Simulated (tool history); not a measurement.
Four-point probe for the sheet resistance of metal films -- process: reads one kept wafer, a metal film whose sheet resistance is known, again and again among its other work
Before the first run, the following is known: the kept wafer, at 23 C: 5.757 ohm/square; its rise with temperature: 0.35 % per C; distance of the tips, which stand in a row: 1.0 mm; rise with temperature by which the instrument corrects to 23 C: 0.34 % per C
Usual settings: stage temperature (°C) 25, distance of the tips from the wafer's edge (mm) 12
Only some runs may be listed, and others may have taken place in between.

run	hour	stage temperature (°C)	distance of the tips from the wafer's edge (mm)	sheet resistance as the instrument gives it (ohm/square)
1	0.0	25	12	5.782169
2	74.6	25	12	5.779365
3	160.1	25	48	5.759711
4	231.6	25	48	5.761601
5	284.0	25	48	5.760791
6	348.0	25	48	5.760723
7	391.8	25	48	5.759386
8	449.1	25	12	5.780139
9	499.9	25	12	5.780150
10	536.2	25	12	5.778403
11	610.4	25	12	5.778698
12	674.3	25	12	5.779852
13	746.9	22	6	5.839763
14	834.8	24	5	5.878661
15	885.0	20	9	5.793836
16	966.1	19	46	5.754365
17	1027.6	25	11	5.784523
18	1073.5	25	11	5.783315
19	1125.0	25	11	5.784463

Not shown here: 1 entry made in the log between runs. Locate each between two listed runs and compare the hidden state at the listed run before it with the hidden state at the listed run after it:
Between runs 3 and 4: stage's thermometer calibrated (hour 205.3)
  wafer's true temperature over the reading, C: 0.01 -> 0

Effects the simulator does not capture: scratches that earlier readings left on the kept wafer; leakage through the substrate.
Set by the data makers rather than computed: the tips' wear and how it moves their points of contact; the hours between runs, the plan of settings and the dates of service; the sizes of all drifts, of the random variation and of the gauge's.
